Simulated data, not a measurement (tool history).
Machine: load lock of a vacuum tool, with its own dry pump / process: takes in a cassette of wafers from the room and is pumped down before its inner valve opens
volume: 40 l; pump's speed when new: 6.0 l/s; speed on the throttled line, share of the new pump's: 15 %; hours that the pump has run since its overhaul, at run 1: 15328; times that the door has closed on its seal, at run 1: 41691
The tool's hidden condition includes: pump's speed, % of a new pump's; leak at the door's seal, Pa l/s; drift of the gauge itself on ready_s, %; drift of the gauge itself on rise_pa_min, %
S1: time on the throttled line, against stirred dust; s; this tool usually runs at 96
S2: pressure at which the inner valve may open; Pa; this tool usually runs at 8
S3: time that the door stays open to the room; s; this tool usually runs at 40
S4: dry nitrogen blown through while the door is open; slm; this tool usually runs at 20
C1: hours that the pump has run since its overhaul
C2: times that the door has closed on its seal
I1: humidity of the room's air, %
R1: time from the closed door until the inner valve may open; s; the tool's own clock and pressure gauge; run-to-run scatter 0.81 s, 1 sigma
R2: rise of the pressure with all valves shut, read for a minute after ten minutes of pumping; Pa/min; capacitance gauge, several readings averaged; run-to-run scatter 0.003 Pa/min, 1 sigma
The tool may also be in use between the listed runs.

run     hour   S1  S2   S3  S4     C1     C2    I1     R1     R2
  1        0   96   8   40  20  15328  41691    42  154.8  0.199
  2      392   96   8   40  20  15720  43222  45.3    155  0.216
  3      726   96   7   40  20  16054  44526  43.5    155  0.219
  4   1038.7   96   7   40  20  16366  45747  42.1  154.9  0.221
  5   1547.8  190   8   40  20  16876  47735  47.2  231.5  0.232
      1824.8  -- door's seal changed, seat wiped
  6   2090.9  190   8   40  20  17417   1040  47.3  232.1   0.02
  7   2390.9   96   8   40  20  17717   2211  43.9  155.7  0.018
  8   2755.8   96   8   40  20  18082   3636  48.3  154.8   0.03
  9     3357   96   8  159  20  18683   5984  44.3  157.3  0.039
 10   3964.1   96   8  159  20  19290   8354  43.2  154.4  0.039
 11   4304.1   96   8  159  20  19630   9682  43.5  157.9   0.04
 12   4663.3   96   8   40  20  19989  11084  43.6  157.4   0.04
 13   5032.1   96  12   40  20  20358  12524  41.7  153.5  0.038
 14   5437.4   96  12   40  20  20764  14107  39.6    152  0.043
 15     5756   96  12   40  20  21082  15351  45.8  154.2  0.052
 16   6187.5   96  12   40  20  21514  17036  48.6  153.3  0.051
 17   6713.6   96  12   90  20  22040  19090  42.7  153.3  0.069
 18   7301.5   96  10   40  20  22628  21386  45.6  156.9  0.069
 19   7718.4   87   8   40  20  23045  23014  48.3  151.4   0.08
 20   8035.7   96  12  159  20  23362  24253  44.5  155.8  0.087
 21   8356.8   56  12  159  20  23683  25507  40.9  124.6  0.091
 22   8848.4  104   8   40  10  24175  27426  43.4  166.7  0.101
      9347.9  -- dry pump taken out, an overhauled one fitted
 23   9434.8  104   8   40  10     87  29693  42.7  151.5   0.11
 24   9959.2   63   8   76  20    611  31741  45.2  116.5  0.113
 25  10290.9   74   8   76  20    943  33036  44.4  125.6  0.121
 26  10728.9   74   8   76  20   1381  34746  41.6    127  0.128
 27    11210  180  13   76  20   1862  36625  43.7  211.6  0.141
 28  11659.9  180  13   76  20   2312  38381  47.8  211.6  0.153
 29  12102.9  180  13   76  20   2755  40111  44.5  212.8  0.161
 30  12717.8   57  14  164  20   3370  42512  42.4  109.6  0.176
 31    13144   95   7   79  10   3796  44177  43.6  145.6  0.188
 32  13658.3   95   7   79  10   4310  46185    47  145.7  0.209
 33  14154.5   95   7   79  10   4807  48122  48.9  146.3  0.218
     14343.1  -- door's seal changed, seat wiped
 34  14663.8   96   7   37  20   5314   1252  45.2  147.4  0.017
 35  14936.5   50   8   40  20   5587   2317  48.1  108.3  0.014
 36  15316.9   50   8   40  20   5968   3802  44.1  108.5  0.021
 37  15701.4   93   8   40   6   6352   5304  46.7  144.7  0.037

Selected run-to-run steps in R1, each split into two signed amounts: the part the tool would show with no hidden state at all (from settings, incoming material and random variation), and the remainder, which goes to the hidden state together with any gauge scatter not common to the measured and the hidden-state-free results:
Run 4 -> 5: S1 96 -> 190, S2 7 -> 8. R1 +76.6 s: hidden state -2.7, all else +79.3.
Run 6 -> 7: S1 190 -> 96. R1 -76.4 s: hidden state +3.1, all else -79.5.
Run 22 -> 23: dry pump taken out, an overhauled one fitted. R1 -15.2 s: hidden state -15.3, all else +0.1.
Run 26 -> 27: S1 74 -> 180, S2 8 -> 13. R1 +84.6 s: hidden state +0.2, all else +84.4.
Run 29 -> 30: S1 180 -> 57, S2 13 -> 14, S3 76 -> 164. R1 -103.2 s: hidden state +0.5, all else -103.7.

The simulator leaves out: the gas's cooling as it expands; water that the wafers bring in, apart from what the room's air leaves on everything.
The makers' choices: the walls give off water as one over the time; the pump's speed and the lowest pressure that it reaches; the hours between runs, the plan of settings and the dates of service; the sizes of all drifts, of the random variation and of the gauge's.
